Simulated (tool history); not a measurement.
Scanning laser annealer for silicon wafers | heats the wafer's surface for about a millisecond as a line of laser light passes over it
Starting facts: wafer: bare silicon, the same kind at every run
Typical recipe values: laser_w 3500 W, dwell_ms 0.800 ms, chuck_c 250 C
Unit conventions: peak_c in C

| run | day | laser_w | dwell_ms | chuck_c | peak_c |
|---|---|---|---|---|---|
| 1 | 0.000 | 3500 | 0.800 | 250 | 1026 |
|  | 2.312 | window over the wafer cleaned |
| 2 | 2.588 | 3500 | 0.800 | 250 | 1081 |
| 3 | 4.404 | 3500 | 0.800 | 250 | 1077 |
| 4 | 5.800 | 3500 | 0.800 | 250 | 1079 |
| 5 | 8.371 | 3500 | 0.800 | 250 | 1073 |
| 6 | 11.033 | 3500 | 0.800 | 250 | 1065 |
| 7 | 13.346 | 3500 | 0.681 | 250 | 993 |
| 8 | 15.675 | 3500 | 0.681 | 250 | 986 |
| 9 | 18.675 | 3500 | 0.681 | 250 | 984 |
|  | 20.104 | optics aligned, line set to its width |
| 10 | 21.379 | 3500 | 0.800 | 250 | 1080 |
| 11 | 22.800 | 3500 | 0.907 | 250 | 1140 |
| 12 | 24.512 | 3500 | 0.907 | 250 | 1146 |
| 13 | 27.300 | 3449 | 0.907 | 250 | 1117 |
| 14 | 29.004 | 3455 | 0.800 | 250 | 1056 |
| 15 | 31.262 | 3500 | 0.800 | 250 | 1067 |
| 16 | 33.454 | 3500 | 0.800 | 250 | 1065 |
| 17 | 36.567 | 3500 | 0.800 | 250 | 1062 |
| 18 | 39.642 | 3500 | 0.800 | 250 | 1058 |
| 19 | 42.321 | 3500 | 0.800 | 250 | 1053 |
| 20 | 43.696 | 3500 | 0.800 | 250 | 1050 |
| 21 | 46.142 | 3500 | 0.912 | 250 | 1112 |
| 22 | 48.679 | 3849 | 0.836 | 247 | 1167 |
| 23 | 50.121 | 2988 | 0.836 | 227 | 894 |
| 24 | 52.121 | 3500 | 0.965 | 255 | 1135 |
| 25 | 53.812 | 2988 | 0.650 | 255 | 825 |
| 26 | 55.412 | 2988 | 0.606 | 255 | 803 |
| 27 | 57.350 | 3338 | 0.573 | 277 | 884 |
| 28 | 60.246 | 3500 | 0.699 | 266 | 987 |
| 29 | 61.908 | 3006 | 0.864 | 250 | 925 |
| 30 | 63.808 | 3500 | 0.800 | 215 | 989 |
| 31 | 66.158 | 3348 | 0.800 | 279 | 1014 |
| 32 | 67.558 | 3348 | 0.800 | 279 | 1008 |
| 33 | 69.446 | 3348 | 0.800 | 279 | 1008 |
| 34 | 71.558 | 3348 | 0.800 | 279 | 1002 |
|  | 72.842 | window over the wafer cleaned |
| 35 | 73.042 | 3348 | 0.800 | 279 | 1056 |
| 36 | 74.946 | 3348 | 0.800 | 279 | 1051 |
| 37 | 76.517 | 3348 | 0.800 | 279 | 1051 |
|  | 77.971 | optics aligned, line set to its width |
| 38 | 79.146 | 3348 | 0.800 | 279 | 1073 |
| 39 | 81.171 | 3075 | 0.836 | 279 | 1011 |
| 40 | 82.825 | 3075 | 0.836 | 279 | 1003 |
| 41 | 85.633 | 3490 | 0.633 | 244 | 967 |

What if the next run were any one of these 4? Each begins from the tool's condition after run 41:
| A | 88.275 | 3203 | 0.699 | 244 | ? |
| B | 88.275 | 3456 | 0.800 | 250 | ? |
| C | 88.275 | 2992 | 0.633 | 247 | ? |
| D | 88.275 | 3765 | 0.800 | 242 | ? |

| run | peak_c |
|---|---|
| A | 930 |
| B | 1066 |
| C | 840 |
| D | 1153 |
Take away the tool's hidden state, keep each run's random variation, and the runs would have read:
| run | peak_c |
|---|---|
| A | 946 |
| B | 1085 |
| C | 854 |
| D | 1174 |
